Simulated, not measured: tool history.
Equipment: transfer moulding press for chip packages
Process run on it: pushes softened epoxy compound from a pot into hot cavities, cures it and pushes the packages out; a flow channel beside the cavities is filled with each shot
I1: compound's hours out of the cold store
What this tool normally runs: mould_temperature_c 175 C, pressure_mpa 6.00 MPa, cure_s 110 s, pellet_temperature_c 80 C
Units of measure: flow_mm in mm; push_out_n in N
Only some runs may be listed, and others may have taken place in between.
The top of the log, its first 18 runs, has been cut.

{"run": 19, "hour": 354.3, "mould_temperature_c": 180, "pressure_mpa": 4.84, "cure_s": 111, "pellet_temperature_c": 78, "I1": 29.2, "flow_mm": 469, "push_out_n": 337}
{"run": 20, "hour": 378.3, "mould_temperature_c": 174, "pressure_mpa": 5.4, "cure_s": 114, "pellet_temperature_c": 72, "I1": 23.0, "flow_mm": 521, "push_out_n": 356}
{"run": 21, "hour": 397.3, "mould_temperature_c": 175, "pressure_mpa": 6.0, "cure_s": 99, "pellet_temperature_c": 86, "I1": 30.0, "flow_mm": 529, "push_out_n": 406}
{"hour": 407.5, "done": "cavities cleaned with cleaning compound and waxed"}
{"run": 22, "hour": 418.7, "mould_temperature_c": 174, "pressure_mpa": 4.78, "cure_s": 103, "pellet_temperature_c": 87, "I1": 43.3, "flow_mm": 449, "push_out_n": 393}
{"run": 23, "hour": 442.6, "mould_temperature_c": 175, "pressure_mpa": 4.93, "cure_s": 110, "pellet_temperature_c": 80, "I1": 23.9, "flow_mm": 500, "push_out_n": 355}
{"run": 24, "hour": 460.2, "mould_temperature_c": 175, "pressure_mpa": 4.93, "cure_s": 110, "pellet_temperature_c": 80, "I1": 9.3, "flow_mm": 528, "push_out_n": 363}
{"run": 25, "hour": 485.1, "mould_temperature_c": 175, "pressure_mpa": 6.08, "cure_s": 110, "pellet_temperature_c": 88, "I1": 41.7, "flow_mm": 504, "push_out_n": 353}
{"run": 26, "hour": 502.9, "mould_temperature_c": 179, "pressure_mpa": 6.4, "cure_s": 110, "pellet_temperature_c": 80, "I1": 43.3, "flow_mm": 516, "push_out_n": 335}
{"run": 27, "hour": 530.9, "mould_temperature_c": 175, "pressure_mpa": 6.72, "cure_s": 110, "pellet_temperature_c": 90, "I1": 45.5, "flow_mm": 528, "push_out_n": 352}
{"hour": 557.0, "done": "cavities cleaned with cleaning compound and waxed"}
{"run": 28, "hour": 559.4, "mould_temperature_c": 178, "pressure_mpa": 6.72, "cure_s": 110, "pellet_temperature_c": 90, "I1": 47.8, "flow_mm": 519, "push_out_n": 320}
{"run": 29, "hour": 579.5, "mould_temperature_c": 178, "pressure_mpa": 5.98, "cure_s": 110, "pellet_temperature_c": 90, "I1": 40.5, "flow_mm": 501, "push_out_n": 318}
{"run": 30, "hour": 605.5, "mould_temperature_c": 175, "pressure_mpa": 7.15, "cure_s": 110, "pellet_temperature_c": 80, "I1": 42.5, "flow_mm": 549, "push_out_n": 344}

What if the next run were any one of these 3? Each begins from the tool's condition after run 30:
{"run": "A", "hour": 620.8, "mould_temperature_c": 175, "pressure_mpa": 4.96, "cure_s": 110, "pellet_temperature_c": 80, "I1": 19.3, "flow_mm": "?", "push_out_n": "?"}
{"run": "B", "hour": 620.8, "mould_temperature_c": 175, "pressure_mpa": 4.64, "cure_s": 110, "pellet_temperature_c": 80, "I1": 28.0, "flow_mm": "?", "push_out_n": "?"}
{"run": "C", "hour": 620.8, "mould_temperature_c": 169, "pressure_mpa": 7.37, "cure_s": 119, "pellet_temperature_c": 80, "I1": 30.5, "flow_mm": "?", "push_out_n": "?"}

run=A flow_mm=514 push_out_n=371
run=B flow_mm=471 push_out_n=352
run=C flow_mm=601 push_out_n=404
Had the tool no hidden state, the same runs would have come out as:
run=A flow_mm=514 push_out_n=368
run=B flow_mm=472 push_out_n=349
run=C flow_mm=601 push_out_n=401
